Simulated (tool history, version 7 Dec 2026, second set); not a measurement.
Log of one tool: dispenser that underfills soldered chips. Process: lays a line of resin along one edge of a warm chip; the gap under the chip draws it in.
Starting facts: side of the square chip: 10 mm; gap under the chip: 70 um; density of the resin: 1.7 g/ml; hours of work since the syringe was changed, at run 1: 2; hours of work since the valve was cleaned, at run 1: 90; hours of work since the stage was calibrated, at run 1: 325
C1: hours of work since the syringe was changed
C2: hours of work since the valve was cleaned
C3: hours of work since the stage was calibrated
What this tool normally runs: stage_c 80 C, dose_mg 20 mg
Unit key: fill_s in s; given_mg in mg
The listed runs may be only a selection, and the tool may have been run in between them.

Run 1, hour 0: usual settings; C1 2; C2 90; C3 325. Result: fill_s 29.6 s, given_mg 18.38 mg.
Run 2, hour 7.4: usual settings; C1 7; C2 95; C3 330. Result: fill_s 39.5 s, given_mg 18.23 mg.
At hour 10.5: new syringe of resin.
At hour 19: dispensing valve cleaned and set on the balance.
Run 3, hour 20.5: usual settings but stage_c 71 C; C1 6; C2 1; C3 337. Result: fill_s 55.5 s, given_mg 20.16 mg.
At hour 24.8: new syringe of resin.
Run 4, hour 31: usual settings but stage_c 72 C; C1 4; C2 8; C3 344. Result: fill_s 46.5 s, given_mg 19.82 mg.
At hour 37.6: new syringe of resin.
Run 5, hour 40.2: usual settings but stage_c 72 C; C1 2; C2 14; C3 350. Result: fill_s 41 s, given_mg 19.81 mg.
At hour 50.8: new syringe of resin.
Run 6, hour 53.5: usual settings but stage_c 88 C; C1 2; C2 22; C3 359. Result: fill_s 21.2 s, given_mg 19.62 mg.
Run 7, hour 60.4: usual settings but dose_mg 17.1 mg; C1 6; C2 27; C3 363. Result: fill_s 39.9 s, given_mg 16.76 mg.
At hour 63.8: new syringe of resin.
Run 8, hour 72.4: usual settings but dose_mg 17.1 mg; C1 6; C2 34; C3 371. Result: fill_s 38.7 s, given_mg 16.64 mg.
At hour 77.1: new syringe of resin.
Run 9, hour 79.7: usual settings but dose_mg 17.1 mg; C1 2; C2 39; C3 376. Result: fill_s 30.3 s, given_mg 16.67 mg.
At hour 90.4: new syringe of resin.
Run 10, hour 91: usual settings but dose_mg 17.1 mg; C1 0; C2 46; C3 383. Result: fill_s 27.9 s, given_mg 16.3 mg.
At hour 103.7: new syringe of resin.
Run 11, hour 104.9: usual settings but dose_mg 17.5 mg; C1 1; C2 55; C3 392. Result: fill_s 28.3 s, given_mg 16.6 mg.
Run 12, hour 111.1: usual settings; C1 5; C2 59; C3 396. Result: fill_s 36.5 s, given_mg 19.04 mg.
At hour 117.5: new syringe of resin.
Run 13, hour 117.5: usual settings; C1 0; C2 63; C3 400. Result: fill_s 26.8 s, given_mg 18.78 mg.
Run 14, hour 129.2: usual settings but stage_c 81 C, dose_mg 23 mg; C1 8; C2 71; C3 408. Result: fill_s 40.5 s, given_mg 21.54 mg.
At hour 130.7: new syringe of resin.
Run 15, hour 140.5: usual settings but stage_c 91 C, dose_mg 24.8 mg; C1 6; C2 78; C3 415. Result: fill_s 24.9 s, given_mg 23.12 mg.

Run 16 is up next; what results do you expect?
At hour 143.6: new syringe of resin.
Run 16, hour 150.7: usual settings but stage_c 91 C, dose_mg 19.6 mg; C1 5; C2 85; C3 421. Result: fill_s ?, given_mg ?.

fill_s: 23.7 s
given_mg: 18.15 mg
If the tool had no hidden condition, the same run with the same run-to-run variation would have returned fill_s 16.6 s, given_mg 19.62 mg.

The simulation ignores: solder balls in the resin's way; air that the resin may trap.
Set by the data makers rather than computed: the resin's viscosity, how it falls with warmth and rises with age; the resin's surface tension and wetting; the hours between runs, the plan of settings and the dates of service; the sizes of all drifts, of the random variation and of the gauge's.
